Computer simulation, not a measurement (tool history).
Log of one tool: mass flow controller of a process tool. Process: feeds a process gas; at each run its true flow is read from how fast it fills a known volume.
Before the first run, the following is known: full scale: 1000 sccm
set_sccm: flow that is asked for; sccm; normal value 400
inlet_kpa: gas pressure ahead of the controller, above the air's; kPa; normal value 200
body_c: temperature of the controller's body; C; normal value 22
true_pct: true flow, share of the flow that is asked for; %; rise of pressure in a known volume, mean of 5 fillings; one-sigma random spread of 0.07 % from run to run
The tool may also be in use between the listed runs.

{"run": 1, "day": 0.0, "set_sccm": 400, "inlet_kpa": 200, "body_c": 22, "true_pct": 97.87}
{"run": 2, "day": 19.1, "set_sccm": 400, "inlet_kpa": 200, "body_c": 22, "true_pct": 97.97}
{"run": 3, "day": 33.408, "set_sccm": 400, "inlet_kpa": 200, "body_c": 22, "true_pct": 97.86}
{"run": 4, "day": 45.208, "set_sccm": 400, "inlet_kpa": 200, "body_c": 22, "true_pct": 97.82}
{"run": 5, "day": 54.083, "set_sccm": 400, "inlet_kpa": 200, "body_c": 40, "true_pct": 98.92}
{"run": 6, "day": 68.458, "set_sccm": 400, "inlet_kpa": 200, "body_c": 40, "true_pct": 99.02}
{"run": 7, "day": 86.238, "set_sccm": 400, "inlet_kpa": 200, "body_c": 40, "true_pct": 98.86}
{"run": 8, "day": 100.662, "set_sccm": 364, "inlet_kpa": 200, "body_c": 22, "true_pct": 97.67}
{"run": 9, "day": 111.042, "set_sccm": 364, "inlet_kpa": 200, "body_c": 22, "true_pct": 97.76}
{"run": 10, "day": 119.829, "set_sccm": 364, "inlet_kpa": 200, "body_c": 22, "true_pct": 97.76}
{"run": 11, "day": 132.717, "set_sccm": 364, "inlet_kpa": 200, "body_c": 22, "true_pct": 97.69}
{"run": 12, "day": 145.096, "set_sccm": 364, "inlet_kpa": 200, "body_c": 22, "true_pct": 97.7}
{"run": 13, "day": 166.354, "set_sccm": 400, "inlet_kpa": 200, "body_c": 39, "true_pct": 99.04}
{"run": 14, "day": 181.654, "set_sccm": 400, "inlet_kpa": 200, "body_c": 39, "true_pct": 98.83}
{"run": 15, "day": 200.375, "set_sccm": 400, "inlet_kpa": 200, "body_c": 39, "true_pct": 99.09}
{"run": 16, "day": 213.171, "set_sccm": 400, "inlet_kpa": 200, "body_c": 39, "true_pct": 98.83}
{"run": 17, "day": 226.146, "set_sccm": 400, "inlet_kpa": 200, "body_c": 22, "true_pct": 97.84}
{"run": 18, "day": 243.546, "set_sccm": 128, "inlet_kpa": 200, "body_c": 22, "true_pct": 96.96}
{"run": 19, "day": 259.771, "set_sccm": 128, "inlet_kpa": 200, "body_c": 22, "true_pct": 96.95}
{"run": 20, "day": 271.404, "set_sccm": 917, "inlet_kpa": 200, "body_c": 22, "true_pct": 99.63}
{"day": 274.933, "done": "controller's zero set anew"}
{"run": 21, "day": 281.912, "set_sccm": 917, "inlet_kpa": 200, "body_c": 22, "true_pct": 99.5}
{"run": 22, "day": 290.721, "set_sccm": 400, "inlet_kpa": 200, "body_c": 22, "true_pct": 97.83}
{"run": 23, "day": 304.121, "set_sccm": 400, "inlet_kpa": 200, "body_c": 32, "true_pct": 98.47}
{"run": 24, "day": 321.5, "set_sccm": 400, "inlet_kpa": 200, "body_c": 20, "true_pct": 97.68}
{"run": 25, "day": 334.046, "set_sccm": 400, "inlet_kpa": 142, "body_c": 31, "true_pct": 98.55}
{"run": 26, "day": 350.817, "set_sccm": 400, "inlet_kpa": 142, "body_c": 31, "true_pct": 98.56}
{"run": 27, "day": 370.133, "set_sccm": 400, "inlet_kpa": 142, "body_c": 31, "true_pct": 98.49}
{"run": 28, "day": 381.704, "set_sccm": 400, "inlet_kpa": 142, "body_c": 20, "true_pct": 97.89}
{"run": 29, "day": 398.162, "set_sccm": 348, "inlet_kpa": 200, "body_c": 37, "true_pct": 98.61}
{"run": 30, "day": 413.9, "set_sccm": 443, "inlet_kpa": 200, "body_c": 20, "true_pct": 97.86}
{"run": 31, "day": 433.329, "set_sccm": 443, "inlet_kpa": 250, "body_c": 29, "true_pct": 98.31}
{"run": 32, "day": 454.067, "set_sccm": 352, "inlet_kpa": 174, "body_c": 22, "true_pct": 97.75}
{"run": 33, "day": 474.046, "set_sccm": 352, "inlet_kpa": 174, "body_c": 22, "true_pct": 97.8}
{"run": 34, "day": 484.638, "set_sccm": 142, "inlet_kpa": 163, "body_c": 22, "true_pct": 97.19}
{"run": 35, "day": 501.558, "set_sccm": 142, "inlet_kpa": 163, "body_c": 22, "true_pct": 97.06}
{"run": 36, "day": 516.425, "set_sccm": 400, "inlet_kpa": 220, "body_c": 22, "true_pct": 97.84}
{"run": 37, "day": 532.946, "set_sccm": 864, "inlet_kpa": 177, "body_c": 39, "true_pct": 100.6}
{"run": 38, "day": 548.0, "set_sccm": 469, "inlet_kpa": 177, "body_c": 33, "true_pct": 98.8}
{"run": 39, "day": 563.712, "set_sccm": 469, "inlet_kpa": 145, "body_c": 27, "true_pct": 98.56}
{"run": 40, "day": 575.521, "set_sccm": 469, "inlet_kpa": 145, "body_c": 27, "true_pct": 98.5}
{"run": 41, "day": 595.596, "set_sccm": 398, "inlet_kpa": 141, "body_c": 35, "true_pct": 98.69}
{"run": 42, "day": 613.138, "set_sccm": 398, "inlet_kpa": 141, "body_c": 35, "true_pct": 98.81}
{"run": 43, "day": 625.0, "set_sccm": 142, "inlet_kpa": 200, "body_c": 26, "true_pct": 97.34}
{"run": 44, "day": 642.554, "set_sccm": 142, "inlet_kpa": 200, "body_c": 26, "true_pct": 97.23}
{"run": 45, "day": 660.071, "set_sccm": 400, "inlet_kpa": 244, "body_c": 21, "true_pct": 97.64}
{"run": 46, "day": 671.433, "set_sccm": 273, "inlet_kpa": 200, "body_c": 33, "true_pct": 98.12}
{"run": 47, "day": 689.088, "set_sccm": 307, "inlet_kpa": 248, "body_c": 24, "true_pct": 97.48}
{"run": 48, "day": 706.208, "set_sccm": 307, "inlet_kpa": 248, "body_c": 24, "true_pct": 97.55}

Below are 4 alternative next runs, each starting from the tool's condition after run 48. Predict each:
{"run": "A", "day": 726.712, "set_sccm": 400, "inlet_kpa": 191, "body_c": 22, "true_pct": "?"}
{"run": "B", "day": 726.712, "set_sccm": 311, "inlet_kpa": 200, "body_c": 40, "true_pct": "?"}
{"run": "C", "day": 726.712, "set_sccm": 400, "inlet_kpa": 233, "body_c": 22, "true_pct": "?"}
{"run": "D", "day": 726.712, "set_sccm": 972, "inlet_kpa": 248, "body_c": 38, "true_pct": "?"}

run=A true_pct=97.81
run=B true_pct=98.63
run=C true_pct=97.79
run=D true_pct=100.62
Without the tool's hidden state the same runs would have given:
run=A true_pct=97.8
run=B true_pct=98.62
run=C true_pct=97.78
run=D true_pct=100.61
